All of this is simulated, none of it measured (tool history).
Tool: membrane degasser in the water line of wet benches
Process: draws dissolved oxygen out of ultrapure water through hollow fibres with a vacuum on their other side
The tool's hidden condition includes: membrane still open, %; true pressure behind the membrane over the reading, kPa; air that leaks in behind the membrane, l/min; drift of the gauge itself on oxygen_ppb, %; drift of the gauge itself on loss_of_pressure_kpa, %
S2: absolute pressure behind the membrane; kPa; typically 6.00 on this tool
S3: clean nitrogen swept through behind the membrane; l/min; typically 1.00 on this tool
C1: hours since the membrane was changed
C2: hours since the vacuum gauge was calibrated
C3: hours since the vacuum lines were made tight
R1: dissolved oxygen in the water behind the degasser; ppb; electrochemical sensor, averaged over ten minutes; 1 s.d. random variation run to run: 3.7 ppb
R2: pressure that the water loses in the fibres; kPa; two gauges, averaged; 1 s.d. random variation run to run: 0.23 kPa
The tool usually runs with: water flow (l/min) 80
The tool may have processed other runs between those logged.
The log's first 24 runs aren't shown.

run 25 hour=796.7 | water_flow_(l/min)=80 S2=6.00 S3=1.74 | C1=2615 C2=364 C3=307 | R1=252.4 R2=60.38
run 26 hour=826.8 | water_flow_(l/min)=80 S2=6.00 S3=1.74 | C1=2645 C2=394 C3=338 | R1=255.2 R2=59.50
run 27 hour=872.0 | water_flow_(l/min)=53 S2=6.00 S3=1.74 | C1=2690 C2=439 C3=383 | R1=176.9 R2=39.62
run 28 hour=893.8 | water_flow_(l/min)=96 S2=5.35 S3=1.08 | C1=2712 C2=461 C3=405 | R1=319.8 R2=72.13
run 29 hour=927.1 | water_flow_(l/min)=96 S2=11.78 S3=1.28 | C1=2745 C2=494 C3=438 | R1=1006.7 R2=71.68
run 30 hour=970.5 | water_flow_(l/min)=82 S2=6.70 S3=2.82 | C1=2789 C2=538 C3=481 | R1=225.9 R2=61.49
run 31 hour=991.0 | water_flow_(l/min)=82 S2=6.70 S3=2.82 | C1=2809 C2=558 C3=502 | R1=222.3 R2=61.78
run 32 hour=1018.6 | water_flow_(l/min)=82 S2=6.70 S3=2.82 | C1=2837 C2=586 C3=529 | R1=225.3 R2=61.08

What if the next run were any one of these 4? Each begins from the tool's condition after run 32:
run A hour=1050.0 | water_flow_(l/min)=62 S2=6.00 S3=1.00 | C1=2868 C2=617 C3=561 | R1=? R2=?
run B hour=1050.0 | water_flow_(l/min)=58 S2=7.37 S3=1.55 | C1=2868 C2=617 C3=561 | R1=? R2=?
run C hour=1050.0 | water_flow_(l/min)=114 S2=6.92 S3=2.82 | C1=2868 C2=617 C3=561 | R1=? R2=?
run D hour=1050.0 | water_flow_(l/min)=87 S2=6.70 S3=2.82 | C1=2868 C2=617 C3=561 | R1=? R2=?

run=A R1=305.1 R2=46.21
run=B R1=309.1 R2=43.46
run=C R1=356.0 R2=85.28
run=D R1=235.6 R2=65.31
Take away the tool's hidden state, keep each run's random variation, and the runs would have read:
run=A R1=305.5 R2=45.30
run=B R1=309.3 R2=42.60
run=C R1=350.7 R2=83.60
run=D R1=234.0 R2=64.02

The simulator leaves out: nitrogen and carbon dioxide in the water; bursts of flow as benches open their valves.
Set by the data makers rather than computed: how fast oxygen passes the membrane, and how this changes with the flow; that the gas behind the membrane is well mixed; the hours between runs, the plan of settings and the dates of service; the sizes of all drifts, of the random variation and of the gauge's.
